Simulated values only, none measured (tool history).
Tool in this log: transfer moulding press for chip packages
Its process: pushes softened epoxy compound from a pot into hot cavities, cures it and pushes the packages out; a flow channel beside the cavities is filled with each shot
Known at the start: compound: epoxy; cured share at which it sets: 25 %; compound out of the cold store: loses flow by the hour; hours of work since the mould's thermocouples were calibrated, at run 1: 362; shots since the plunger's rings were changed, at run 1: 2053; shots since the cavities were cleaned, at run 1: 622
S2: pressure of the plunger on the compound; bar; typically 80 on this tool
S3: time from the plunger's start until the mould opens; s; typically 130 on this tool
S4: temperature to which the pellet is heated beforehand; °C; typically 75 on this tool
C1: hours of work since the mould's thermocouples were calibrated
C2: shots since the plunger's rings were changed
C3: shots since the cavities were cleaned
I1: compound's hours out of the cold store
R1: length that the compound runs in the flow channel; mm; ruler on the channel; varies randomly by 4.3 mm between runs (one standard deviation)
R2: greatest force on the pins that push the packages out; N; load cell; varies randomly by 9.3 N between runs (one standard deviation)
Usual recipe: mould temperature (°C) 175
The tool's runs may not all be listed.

{"run": 1, "hour": 0.0, "mould temperature (°C)": 175, "S2": 80, "S3": 130, "S4": 75, "C1": 362, "C2": 2053, "C3": 622, "I1": 9.6, "R1": 1017, "R2": 683}
{"run": 2, "hour": 29.6, "mould temperature (°C)": 175, "S2": 80, "S3": 130, "S4": 75, "C1": 378, "C2": 2308, "C3": 877, "I1": 10.3, "R1": 1004, "R2": 746}
{"hour": 64.5, "done": "cavities cleaned with cleaning compound and waxed"}
{"run": 3, "hour": 75.8, "mould temperature (°C)": 175, "S2": 80, "S3": 130, "S4": 75, "C1": 404, "C2": 2693, "C3": 98, "I1": 34.5, "R1": 850, "R2": 472}
{"hour": 89.2, "done": "plunger's sealing rings changed"}
{"run": 4, "hour": 117.4, "mould temperature (°C)": 175, "S2": 80, "S3": 130, "S4": 75, "C1": 426, "C2": 243, "C3": 435, "I1": 31.4, "R1": 905, "R2": 641}
{"run": 5, "hour": 164.3, "mould temperature (°C)": 175, "S2": 80, "S3": 130, "S4": 75, "C1": 453, "C2": 646, "C3": 838, "I1": 21.2, "R1": 956, "R2": 740}
{"hour": 202.9, "done": "cavities cleaned with cleaning compound and waxed"}
{"run": 6, "hour": 207.8, "mould temperature (°C)": 175, "S2": 80, "S3": 130, "S4": 75, "C1": 476, "C2": 1008, "C3": 42, "I1": 31, "R1": 887, "R2": 435}
{"run": 7, "hour": 252.8, "mould temperature (°C)": 175, "S2": 80, "S3": 130, "S4": 75, "C1": 502, "C2": 1395, "C3": 429, "I1": 20.4, "R1": 957, "R2": 654}
{"run": 8, "hour": 285.7, "mould temperature (°C)": 175, "S2": 80, "S3": 130, "S4": 75, "C1": 521, "C2": 1679, "C3": 713, "I1": 23.7, "R1": 926, "R2": 728}
{"run": 9, "hour": 324.5, "mould temperature (°C)": 175, "S2": 80, "S3": 133, "S4": 75, "C1": 543, "C2": 2013, "C3": 1047, "I1": 46.4, "R1": 781, "R2": 782}
{"hour": 340.3, "done": "cavities cleaned with cleaning compound and waxed"}
{"run": 10, "hour": 364.6, "mould temperature (°C)": 175, "S2": 80, "S3": 133, "S4": 75, "C1": 565, "C2": 2346, "C3": 210, "I1": 26.7, "R1": 893, "R2": 514}
{"run": 11, "hour": 389.6, "mould temperature (°C)": 175, "S2": 80, "S3": 133, "S4": 75, "C1": 579, "C2": 2560, "C3": 424, "I1": 18.7, "R1": 942, "R2": 628}
{"hour": 418.4, "done": "plunger's sealing rings changed"}
{"run": 12, "hour": 426.3, "mould temperature (°C)": 175, "S2": 80, "S3": 133, "S4": 75, "C1": 598, "C2": 68, "C3": 719, "I1": 31, "R1": 902, "R2": 726}
{"run": 13, "hour": 453.6, "mould temperature (°C)": 175, "S2": 80, "S3": 130, "S4": 75, "C1": 614, "C2": 303, "C3": 954, "I1": 17.8, "R1": 989, "R2": 769}
{"hour": 479.3, "done": "cavities cleaned with cleaning compound and waxed"}
{"run": 14, "hour": 492.3, "mould temperature (°C)": 172, "S2": 80, "S3": 130, "S4": 75, "C1": 635, "C2": 624, "C3": 112, "I1": 42.2, "R1": 838, "R2": 480}
{"hour": 498.6, "done": "mould's thermocouples calibrated"}
{"run": 15, "hour": 526.9, "mould temperature (°C)": 173, "S2": 78.3, "S3": 112, "S4": 85, "C1": 16, "C2": 904, "C3": 392, "I1": 20.7, "R1": 950, "R2": 759}
{"run": 16, "hour": 556.1, "mould temperature (°C)": 171, "S2": 79, "S3": 123, "S4": 85, "C1": 33, "C2": 1156, "C3": 644, "I1": 20.6, "R1": 957, "R2": 805}
{"run": 17, "hour": 597.2, "mould temperature (°C)": 171, "S2": 79, "S3": 123, "S4": 85, "C1": 56, "C2": 1509, "C3": 997, "I1": 21.5, "R1": 948, "R2": 874}
{"hour": 618.8, "done": "cavities cleaned with cleaning compound and waxed"}
{"run": 18, "hour": 625.0, "mould temperature (°C)": 171, "S2": 79, "S3": 123, "S4": 85, "C1": 71, "C2": 1736, "C3": 53, "I1": 31.4, "R1": 882, "R2": 513}
{"run": 19, "hour": 661.6, "mould temperature (°C)": 171, "S2": 79, "S3": 123, "S4": 85, "C1": 92, "C2": 2051, "C3": 368, "I1": 45.3, "R1": 791, "R2": 668}
{"run": 20, "hour": 700.1, "mould temperature (°C)": 175, "S2": 78.7, "S3": 141, "S4": 75, "C1": 113, "C2": 2382, "C3": 699, "I1": 20.8, "R1": 922, "R2": 682}
{"run": 21, "hour": 730.1, "mould temperature (°C)": 175, "S2": 97.3, "S3": 157, "S4": 75, "C1": 131, "C2": 2641, "C3": 958, "I1": 27.4, "R1": 972, "R2": 769}
{"hour": 748.0, "done": "plunger's sealing rings changed"}
{"hour": 756.3, "done": "cavities cleaned with cleaning compound and waxed"}
{"run": 22, "hour": 764.8, "mould temperature (°C)": 175, "S2": 75.3, "S3": 124, "S4": 75, "C1": 148, "C2": 131, "C3": 73, "I1": 40.1, "R1": 831, "R2": 478}
{"run": 23, "hour": 812.5, "mould temperature (°C)": 177, "S2": 63.3, "S3": 158, "S4": 75, "C1": 175, "C2": 542, "C3": 484, "I1": 40.5, "R1": 751, "R2": 645}
{"run": 24, "hour": 835.4, "mould temperature (°C)": 177, "S2": 63.3, "S3": 158, "S4": 75, "C1": 188, "C2": 739, "C3": 681, "I1": 37.2, "R1": 761, "R2": 699}
{"run": 25, "hour": 877.0, "mould temperature (°C)": 177, "S2": 63.3, "S3": 158, "S4": 75, "C1": 212, "C2": 1098, "C3": 1040, "I1": 38.9, "R1": 750, "R2": 737}
{"hour": 895.0, "done": "cavities cleaned with cleaning compound and waxed"}
{"run": 26, "hour": 900.0, "mould temperature (°C)": 175, "S2": 80, "S3": 130, "S4": 84, "C1": 224, "C2": 1282, "C3": 42, "I1": 19.2, "R1": 965, "R2": 449}
{"run": 27, "hour": 926.5, "mould temperature (°C)": 175, "S2": 67.7, "S3": 130, "S4": 82, "C1": 239, "C2": 1511, "C3": 271, "I1": 26.5, "R1": 834, "R2": 574}

3 options for the next run, each taken on its own from the tool as it stands now. Forecast them:
{"run": "A", "hour": 973.3, "mould temperature (°C)": 171, "S2": 67.7, "S3": 130, "S4": 82, "C1": 265, "C2": 1914, "C3": 674, "I1": 22.6, "R1": "?", "R2": "?"}
{"run": "B", "hour": 973.3, "mould temperature (°C)": 175, "S2": 84.5, "S3": 130, "S4": 85, "C1": 265, "C2": 1914, "C3": 674, "I1": 30.6, "R1": "?", "R2": "?"}
{"run": "C", "hour": 973.3, "mould temperature (°C)": 175, "S2": 67.7, "S3": 159, "S4": 82, "C1": 265, "C2": 1914, "C3": 674, "I1": 37.8, "R1": "?", "R2": "?"}

run=A R1=862 R2=762
run=B R1=904 R2=703
run=C R1=773 R2=694
Stripped of hidden state, with their random variation kept, the same runs would have yielded:
run=A R1=895 R2=452
run=B R1=938 R2=409
run=C R1=802 R2=404
